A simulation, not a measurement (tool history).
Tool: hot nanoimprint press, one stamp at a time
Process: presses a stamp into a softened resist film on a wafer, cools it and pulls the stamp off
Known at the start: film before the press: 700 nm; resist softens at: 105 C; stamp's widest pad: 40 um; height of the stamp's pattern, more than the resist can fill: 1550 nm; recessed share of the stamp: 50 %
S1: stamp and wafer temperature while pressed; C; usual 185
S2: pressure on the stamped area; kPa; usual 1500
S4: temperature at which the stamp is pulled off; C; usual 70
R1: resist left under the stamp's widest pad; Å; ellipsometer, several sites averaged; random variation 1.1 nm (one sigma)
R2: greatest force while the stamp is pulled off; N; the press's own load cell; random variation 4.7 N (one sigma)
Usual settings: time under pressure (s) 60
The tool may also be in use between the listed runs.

run 1 hour=0.0 | S1=185 S2=1500 time_under_pressure_(s)=60 S4=70 | R1=2687 R2=306
run 2 hour=6.4 | S1=185 S2=1500 time_under_pressure_(s)=60 S4=70 | R1=2689 R2=302
run 3 hour=12.5 | S1=185 S2=1500 time_under_pressure_(s)=60 S4=69 | R1=2701 R2=309
-- hour=17.3 plate thermocouple calibrated
run 4 hour=25.7 | S1=185 S2=1500 time_under_pressure_(s)=60 S4=69 | R1=2700 R2=313
run 5 hour=36.4 | S1=185 S2=1500 time_under_pressure_(s)=60 S4=70 | R1=2714 R2=307
run 6 hour=45.8 | S1=185 S2=1500 time_under_pressure_(s)=60 S4=70 | R1=2697 R2=308
-- hour=51.9 plate thermocouple calibrated, once more
run 7 hour=60.7 | S1=185 S2=1500 time_under_pressure_(s)=99 S4=70 | R1=2163 R2=309
run 8 hour=71.9 | S1=185 S2=1500 time_under_pressure_(s)=99 S4=70 | R1=2161 R2=304
run 9 hour=78.7 | S1=185 S2=1500 time_under_pressure_(s)=99 S4=70 | R1=2155 R2=307
run 10 hour=91.9 | S1=185 S2=1500 time_under_pressure_(s)=60 S4=70 | R1=2662 R2=317
run 11 hour=102.6 | S1=185 S2=1500 time_under_pressure_(s)=80 S4=70 | R1=2357 R2=311
run 12 hour=110.3 | S1=185 S2=1500 time_under_pressure_(s)=80 S4=70 | R1=2356 R2=313
run 13 hour=121.0 | S1=185 S2=1500 time_under_pressure_(s)=37 S4=70 | R1=3164 R2=312
run 14 hour=128.4 | S1=185 S2=1500 time_under_pressure_(s)=37 S4=70 | R1=3167 R2=308
run 15 hour=139.3 | S1=185 S2=1500 time_under_pressure_(s)=60 S4=70 | R1=2655 R2=317
run 16 hour=145.8 | S1=177 S2=940 time_under_pressure_(s)=88 S4=73 | R1=3665 R2=312
run 17 hour=151.5 | S1=177 S2=1500 time_under_pressure_(s)=65 S4=70 | R1=3292 R2=323
run 18 hour=160.4 | S1=196 S2=1550 time_under_pressure_(s)=31 S4=76 | R1=2458 R2=294
run 19 hour=166.3 | S1=178 S2=1790 time_under_pressure_(s)=70 S4=76 | R1=2847 R2=287
run 20 hour=173.4 | S1=178 S2=1790 time_under_pressure_(s)=70 S4=66 | R1=2852 R2=360
run 21 hour=185.7 | S1=183 S2=1690 time_under_pressure_(s)=87 S4=70 | R1=2291 R2=331
run 22 hour=198.8 | S1=183 S2=1690 time_under_pressure_(s)=87 S4=70 | R1=2283 R2=337
run 23 hour=205.6 | S1=193 S2=970 time_under_pressure_(s)=87 S4=68 | R1=2276 R2=343
run 24 hour=213.3 | S1=193 S2=970 time_under_pressure_(s)=87 S4=68 | R1=2284 R2=347
run 25 hour=226.6 | S1=193 S2=1810 time_under_pressure_(s)=51 S4=68 | R1=2043 R2=354
run 26 hour=236.6 | S1=195 S2=1810 time_under_pressure_(s)=41 S4=68 | R1=2106 R2=363
run 27 hour=249.5 | S1=194 S2=1260 time_under_pressure_(s)=44 S4=68 | R1=2537 R2=352
run 28 hour=263.0 | S1=194 S2=1260 time_under_pressure_(s)=44 S4=68 | R1=2556 R2=367
run 29 hour=274.5 | S1=194 S2=1260 time_under_pressure_(s)=44 S4=68 | R1=2555 R2=363

5 ways to go on from here, each from the tool as it stands after run 29. What would each give?
run A hour=287.6 | S1=194 S2=1910 time_under_pressure_(s)=44 S4=68 | R1=? R2=?
run B hour=287.6 | S1=194 S2=1260 time_under_pressure_(s)=64 S4=74 | R1=? R2=?
run C hour=287.6 | S1=194 S2=1500 time_under_pressure_(s)=114 S4=70 | R1=? R2=?
run D hour=287.6 | S1=193 S2=1260 time_under_pressure_(s)=44 S4=62 | R1=? R2=?
run E hour=287.6 | S1=194 S2=1020 time_under_pressure_(s)=47 S4=68 | R1=? R2=?

run=A R1=2068 R2=383
run=B R1=2201 R2=333
run=C R1=1574 R2=355
run=D R1=2607 R2=413
run=E R1=2762 R2=384
Without the tool's hidden state the same runs would have given:
run=A R1=2032 R2=251
run=B R1=2173 R2=218
run=C R1=1550 R2=230
run=D R1=2574 R2=270
run=E R1=2733 R2=251

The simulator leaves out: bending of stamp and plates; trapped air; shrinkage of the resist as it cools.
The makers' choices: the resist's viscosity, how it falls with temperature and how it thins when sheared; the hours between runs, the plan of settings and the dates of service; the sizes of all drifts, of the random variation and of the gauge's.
